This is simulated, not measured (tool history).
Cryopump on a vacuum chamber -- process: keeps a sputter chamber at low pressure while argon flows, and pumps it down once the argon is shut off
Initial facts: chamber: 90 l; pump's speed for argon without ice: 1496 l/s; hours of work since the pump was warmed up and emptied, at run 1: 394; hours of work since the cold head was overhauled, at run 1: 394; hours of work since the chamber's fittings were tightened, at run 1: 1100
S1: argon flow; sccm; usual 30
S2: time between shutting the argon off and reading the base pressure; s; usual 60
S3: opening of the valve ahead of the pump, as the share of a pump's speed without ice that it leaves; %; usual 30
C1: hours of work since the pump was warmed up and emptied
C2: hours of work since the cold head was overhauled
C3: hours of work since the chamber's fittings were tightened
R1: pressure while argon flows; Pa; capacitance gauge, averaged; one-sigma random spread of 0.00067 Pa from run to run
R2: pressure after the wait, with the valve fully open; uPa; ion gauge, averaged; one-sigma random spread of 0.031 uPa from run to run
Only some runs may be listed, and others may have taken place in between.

run,hour,S1,S2,S3,C1,C2,C3,R1,R2
1,0,30,60,30,394,394,1100,0.1167,2.47
2,36.8,30,112,30,420,420,1125,0.1165,1.9
3,104.1,30,112,30,467,467,1172,0.1164,1.88
4,146.2,30,60,30,496,496,1202,0.1164,2.57
5,189,30,60,30,526,526,1232,0.1168,2.58
6,220.5,30,60,25,548,548,1254,0.14,2.67
7,253.8,30,60,25,571,571,1277,0.1408,2.75
8,292.8,30,60,25,598,598,1304,0.1408,2.67
9,324.6,30,60,25,621,621,1326,0.1398,2.65
10,373.9,17,60,30,655,655,1361,0.0666,2.74
11,401.5,30,60,30,674,674,1380,0.1191,2.75
12,463.6,30,60,30,718,718,1423,0.118,2.84
13,530.3,30,60,30,764,764,1470,0.1187,2.88
14,581.8,30,60,30,800,800,1506,0.1192,2.9
15,625.6,30,60,30,831,831,1536,0.1193,2.92
16,659.8,30,60,30,855,855,1560,0.1202,2.95
17,718.6,30,60,40,896,896,1601,0.0926,3.02
18,756.8,30,60,30,922,922,1628,0.121,2.97
19,793.7,30,60,30,948,948,1654,0.1209,3.15
20,822,44,42,34,968,968,1674,0.1576,3.64
21,872.3,25,46,30,1003,1003,1709,0.1024,3.53
22,938.2,17,60,30,1049,1049,1755,0.0703,3.25
# hour 958.8: pump warmed up, emptied and cooled again
23,990.8,59,87,19,22,1082,1788,0.3543,2.51
24,1042.8,59,87,19,59,1119,1824,0.3517,2.46
25,1093,59,87,19,94,1154,1859,0.35,2.6
26,1136,59,87,19,124,1184,1889,0.3546,2.61
27,1203.9,58,231,30,171,1231,1937,0.2215,2.05
28,1240.1,58,231,30,196,1256,1962,0.2218,2.09
29,1269.3,58,231,30,217,1277,1982,0.2221,2.13
30,1315.7,13,165,33,249,1309,2015,0.0447,2.3
31,1373.2,13,165,33,289,1349,2055,0.0448,2.21
32,1401.8,13,43,51,309,1369,2075,0.0297,3.72
33,1455.8,13,43,51,347,1407,2113,0.0302,3.77
34,1483.9,57,149,18,367,1427,2132,0.3621,2.47
35,1541.2,52,68,30,407,1467,2172,0.2011,3.17

Hidden state or all else? Some run-to-run changes of R1, split into what the settings, what came in and random variation would give without the hidden state, and what is left for the hidden state (with any gauge scatter that isn't in both results):
Hidden conditions of the tool in this case: pump's speed, % of a pump's without ice; cold plate's temperature, K; leak into the chamber, uPa l/s; drift of the gauge itself on working_pa, %; drift of the gauge itself on base_upa, %.
Run 19 -> 20: S1 30 -> 44, S2 60 -> 42, S3 30 -> 34. R1 +0.0367 Pa: hidden state +0.004, all else +0.0327.
Run 20 -> 21: S1 44 -> 25, S2 42 -> 46, S3 34 -> 30. R1 -0.0552 Pa: hidden state -0.0049, all else -0.0503.
Run 22 -> 23: S1 17 -> 59, S2 60 -> 87, S3 30 -> 19, pump warmed up, emptied and cooled again. R1 +0.284 Pa: hidden state -0.004, all else +0.288.
Run 29 -> 30: S1 58 -> 13, S2 231 -> 165, S3 30 -> 33. R1 -0.1774 Pa: hidden state -0.0028, all else -0.1746.
Run 33 -> 34: S1 13 -> 57, S2 43 -> 149, S3 51 -> 18. R1 +0.3319 Pa: hidden state +0.0046, all else +0.3273.

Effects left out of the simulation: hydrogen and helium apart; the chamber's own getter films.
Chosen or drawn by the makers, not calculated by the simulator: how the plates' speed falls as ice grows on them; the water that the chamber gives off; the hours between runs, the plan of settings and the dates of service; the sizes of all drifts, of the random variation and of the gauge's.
